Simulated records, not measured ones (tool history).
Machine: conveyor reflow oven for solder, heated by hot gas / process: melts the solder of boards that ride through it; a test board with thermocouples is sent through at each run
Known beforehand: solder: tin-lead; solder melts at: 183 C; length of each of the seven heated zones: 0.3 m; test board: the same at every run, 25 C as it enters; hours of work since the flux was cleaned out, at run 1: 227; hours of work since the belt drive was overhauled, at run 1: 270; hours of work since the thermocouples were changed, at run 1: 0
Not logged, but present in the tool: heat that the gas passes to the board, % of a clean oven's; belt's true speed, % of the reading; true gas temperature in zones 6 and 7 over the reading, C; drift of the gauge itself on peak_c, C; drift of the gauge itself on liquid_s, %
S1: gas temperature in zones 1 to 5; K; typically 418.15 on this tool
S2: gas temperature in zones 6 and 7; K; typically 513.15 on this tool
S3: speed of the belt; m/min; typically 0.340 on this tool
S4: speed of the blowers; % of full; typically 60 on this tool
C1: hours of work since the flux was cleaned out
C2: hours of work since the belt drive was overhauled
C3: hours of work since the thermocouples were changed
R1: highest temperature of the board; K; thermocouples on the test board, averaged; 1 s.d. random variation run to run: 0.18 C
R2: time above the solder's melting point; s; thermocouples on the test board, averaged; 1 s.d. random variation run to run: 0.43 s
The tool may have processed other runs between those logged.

run,hour,S1,S2,S3,S4,C1,C2,C3,R1,R2
1,0.0,418.15,513.15,0.340,60,227,270,0,501.25,93.4
2,19.7,418.15,513.15,0.340,60,237,281,10,501.35,93.3
3,40.0,418.15,513.15,0.340,60,248,291,21,501.35,93.6
4,62.5,418.15,513.15,0.340,60,260,303,33,501.05,92.6
5,79.1,418.15,513.15,0.340,60,268,312,42,501.25,93.6
6,105.5,418.15,513.15,0.340,60,282,326,56,501.35,93.9
7,124.3,418.15,513.15,0.340,60,292,336,66,501.05,93.5
8,141.8,418.15,513.15,0.340,60,302,345,75,501.35,93.7
9,168.1,418.15,513.15,0.340,60,316,359,89,501.65,94.0
10,179.4,406.15,513.15,0.340,60,322,365,95,499.55,87.0
11,191.9,406.15,513.15,0.340,60,328,372,101,500.15,86.7
12,208.8,418.15,513.15,0.340,77,337,381,110,503.75,95.4
13,228.4,418.15,513.15,0.340,60,347,391,121,501.45,93.4
14,245.1,418.15,513.15,0.340,60,356,400,130,500.95,93.5
15,263.8,418.15,513.15,0.340,60,366,410,140,501.05,93.6
16,277.9,418.15,513.15,0.397,53,374,417,147,495.15,75.1
17,296.0,420.15,524.15,0.340,60,383,427,157,512.05,102.6
18,317.5,420.15,524.15,0.279,75,395,438,168,518.15,126.9
19,342.8,420.15,524.15,0.279,75,408,451,181,517.85,127.2
20,369.2,420.15,524.15,0.279,75,422,465,195,517.85,125.8
21,395.4,420.15,524.15,0.279,75,436,479,209,517.95,127.5
# hour 419.2: flux residue cleaned out of gas plates and filters
22,419.2,420.15,524.15,0.279,75,0,489,219,517.75,127.2
23,438.3,420.15,524.15,0.279,75,10,499,229,517.65,127.0
24,461.4,423.15,511.15,0.279,75,22,512,241,505.75,121.3
25,477.4,418.15,516.15,0.299,60,31,520,250,507.15,111.5
26,501.6,418.15,516.15,0.299,60,44,533,263,507.45,111.2
27,516.7,418.15,513.15,0.390,60,52,541,271,497.55,78.8
28,536.0,418.15,513.15,0.390,60,62,551,281,497.45,79.0
29,556.8,418.15,513.15,0.390,60,73,562,292,497.45,78.1

For run 30, what comes out?
30,568.8,417.15,513.15,0.304,60,79,568,298,?,?

R1: 503.75 K
R2: 106.1 s
Minus the tool's unlogged condition, the same run would have read R1 503.75 K, R2 106.0 s.
